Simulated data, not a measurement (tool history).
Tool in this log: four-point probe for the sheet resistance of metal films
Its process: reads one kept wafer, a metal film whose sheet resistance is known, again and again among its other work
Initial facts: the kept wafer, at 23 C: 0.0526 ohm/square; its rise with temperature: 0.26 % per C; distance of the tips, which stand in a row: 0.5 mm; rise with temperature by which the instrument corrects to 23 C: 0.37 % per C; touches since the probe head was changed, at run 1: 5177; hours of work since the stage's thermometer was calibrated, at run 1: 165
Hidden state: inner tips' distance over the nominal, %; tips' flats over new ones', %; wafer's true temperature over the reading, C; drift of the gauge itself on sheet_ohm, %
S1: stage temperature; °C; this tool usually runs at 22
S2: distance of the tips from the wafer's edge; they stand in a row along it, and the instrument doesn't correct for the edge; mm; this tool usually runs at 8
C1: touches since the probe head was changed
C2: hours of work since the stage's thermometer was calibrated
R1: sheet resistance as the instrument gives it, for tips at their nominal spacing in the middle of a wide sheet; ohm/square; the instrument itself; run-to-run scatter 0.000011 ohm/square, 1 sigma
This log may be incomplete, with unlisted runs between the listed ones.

run     day  S1  S2     C1   C2        R1
  1   0.000  22   8   5177  165  0.052795
  2   0.579  22   8   5554  170  0.052764
  3   1.258  22  68   6000  177  0.052641
  4   1.725  22  68   6305  181  0.052656
  5   2.758  28  68   6980  191  0.052322
  6   3.379  28  68   7388  197  0.052333
  7   4.083  22   8   7849  204  0.052769
  8   5.062  22  37   8489  213  0.052659
  9   5.575  22   8   8825  218  0.052780
 10   6.650  22   8   9527  229  0.052759
 11   7.467  22   8  10063  237  0.052755
 12   8.488  22  19  10732  247  0.052654
 13   9.462  30  64  11368  256  0.052240
 14  10.192  31  28  11846  263  0.052186
 15  10.954  19  15  12345  270  0.052860
 16  11.929  24  41  12983  280  0.052543
 17  12.662  24  41  13462  287  0.052560
 18  13.683  24  17  14131  297  0.052573
 19  14.783  24  17  14852  307  0.052590
 20  15.333  24  17  15210  313  0.052575
 21  16.167  24  17  15756  321  0.052577

Below are 5 alternative next runs, each starting from the tool's condition after run 21. Predict each:
  A  17.258  31   4  16469  331   ?
  B  17.258  22  22  16469  331   ?
  C  17.258  24  21  16469  331   ?
  D  17.258  24  53  16469  331   ?
  E  17.258  24  10  16469  331   ?

run        R1
  A  0.052634
  B  0.052680
  C  0.052568
  D  0.052566
  E  0.052602
Without the tool's unlogged condition, the same runs would have read:
run        R1
  A  0.052634
  B  0.052680
  C  0.052568
  D  0.052566
  E  0.052602
